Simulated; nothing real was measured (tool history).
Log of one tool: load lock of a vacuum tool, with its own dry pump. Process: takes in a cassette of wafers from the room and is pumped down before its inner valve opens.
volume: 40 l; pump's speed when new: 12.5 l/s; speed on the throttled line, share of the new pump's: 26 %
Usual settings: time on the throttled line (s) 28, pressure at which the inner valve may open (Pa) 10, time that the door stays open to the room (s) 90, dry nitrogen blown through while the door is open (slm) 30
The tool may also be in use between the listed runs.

| run | day | time on the throttled line (s) | pressure at which the inner valve may open (Pa) | time that the door stays open to the room (s) | dry nitrogen blown through while the door is open (slm) | incoming humidity of the room's air, % | time from the closed door until the inner valve may open (s) | rise of the pressure with all valves shut (Pa/min) |
|---|---|---|---|---|---|---|---|---|
| 1 | 0.000 | 28 | 10 | 90 | 30 | 42.3 | 51.2 | 0.034 |
| 2 | 2.612 | 28 | 10 | 90 | 30 | 43.9 | 51.4 | 0.037 |
| 3 | 5.892 | 28 | 10 | 90 | 30 | 44.4 | 50.5 | 0.032 |
| 4 | 9.242 | 28 | 10 | 90 | 30 | 43.1 | 51.4 | 0.033 |
| 5 | 13.954 | 28 | 10 | 90 | 30 | 46.9 | 51.4 | 0.035 |
| 6 | 18.154 | 28 | 10 | 90 | 30 | 45.6 | 51.1 | 0.039 |
| 7 | 20.867 | 28 | 10 | 90 | 30 | 46.1 | 51.2 | 0.042 |
| 8 | 25.096 | 28 | 10 | 90 | 30 | 43.9 | 51.2 | 0.036 |
| 9 | 28.862 | 28 | 10 | 90 | 30 | 45.0 | 51.4 | 0.043 |
| 10 | 31.729 | 28 | 15 | 90 | 30 | 46.6 | 50.0 | 0.046 |
| 11 | 34.629 | 28 | 15 | 90 | 30 | 43.6 | 50.3 | 0.038 |
| 12 | 38.267 | 28 | 15 | 90 | 30 | 47.0 | 49.8 | 0.043 |
| 13 | 41.850 | 26 | 10 | 90 | 30 | 44.4 | 50.1 | 0.043 |
| 14 | 45.833 | 28 | 10 | 90 | 26 | 48.0 | 51.5 | 0.051 |
| 15 | 48.767 | 28 | 10 | 90 | 26 | 40.8 | 51.8 | 0.046 |
| 16 | 52.112 | 28 | 10 | 90 | 26 | 44.0 | 51.7 | 0.046 |
| 17 | 56.779 | 41 | 10 | 90 | 30 | 45.8 | 61.1 | 0.049 |
| 18 | 61.696 | 41 | 10 | 90 | 30 | 41.5 | 61.4 | 0.042 |
| 19 | 65.275 | 41 | 10 | 90 | 30 | 46.8 | 61.0 | 0.049 |
| 20 | 70.233 | 52 | 8 | 90 | 30 | 44.9 | 70.1 | 0.050 |
| 21 | 74.171 | 49 | 17 | 90 | 30 | 46.9 | 65.2 | 0.052 |
| 22 | 78.762 | 48 | 20 | 55 | 7 | 43.8 | 63.6 | 0.056 |
| 23 | 82.225 | 48 | 20 | 55 | 7 | 46.6 | 64.5 | 0.060 |
| 24 | 86.871 | 28 | 19 | 202 | 30 | 46.7 | 49.4 | 0.070 |
| 25 | 90.650 | 18 | 16 | 129 | 29 | 45.8 | 42.9 | 0.061 |
| 26 | 93.412 | 18 | 16 | 129 | 29 | 45.3 | 43.0 | 0.060 |
| 27 | 96.067 | 16 | 19 | 54 | 31 | 46.1 | 41.3 | 0.047 |
| 28 | 100.458 | 16 | 19 | 54 | 31 | 47.4 | 41.1 | 0.047 |
| 29 | 104.629 | 16 | 19 | 54 | 5 | 43.1 | 41.1 | 0.067 |
| 30 | 107.700 | 16 | 19 | 54 | 5 | 47.0 | 41.4 | 0.070 |
| 31 | 111.550 | 28 | 10 | 90 | 10 | 45.8 | 52.0 | 0.076 |
| 32 | 115.783 | 28 | 10 | 90 | 10 | 48.0 | 52.5 | 0.080 |
| 33 | 118.479 | 28 | 10 | 90 | 10 | 45.9 | 52.1 | 0.078 |
| 34 | 120.504 | 23 | 8 | 84 | 5 | 47.8 | 49.6 | 0.086 |
| 35 | 125.292 | 23 | 8 | 134 | 5 | 37.3 | 49.4 | 0.091 |
| 36 | 129.954 | 17 | 15 | 134 | 5 | 46.2 | 43.1 | 0.102 |
| 37 | 132.917 | 42 | 10 | 114 | 30 | 48.1 | 62.3 | 0.069 |

4 ways to go on from here, each from the tool as it stands after run 37. What would each give?
| A | 136.329 | 32 | 7 | 34 | 30 | 43.3 | ? | ? |
| B | 136.329 | 42 | 10 | 198 | 30 | 40.6 | ? | ? |
| C | 136.329 | 42 | 10 | 58 | 30 | 45.9 | ? | ? |
| D | 136.329 | 20 | 10 | 90 | 30 | 48.2 | ? | ? |

| run | time from the closed door until the inner valve may open (s) | rise of the pressure with all valves shut (Pa/min) |
|---|---|---|
| A | 56.8 | 0.050 |
| B | 62.3 | 0.077 |
| C | 62.2 | 0.063 |
| D | 46.8 | 0.066 |
Without the tool's hidden state the same runs would have given:
| run | time from the closed door until the inner valve may open (s) | rise of the pressure with all valves shut (Pa/min) |
|---|---|---|
| A | 54.9 | 0.009 |
| B | 60.7 | 0.036 |
| C | 60.6 | 0.021 |
| D | 44.6 | 0.025 |

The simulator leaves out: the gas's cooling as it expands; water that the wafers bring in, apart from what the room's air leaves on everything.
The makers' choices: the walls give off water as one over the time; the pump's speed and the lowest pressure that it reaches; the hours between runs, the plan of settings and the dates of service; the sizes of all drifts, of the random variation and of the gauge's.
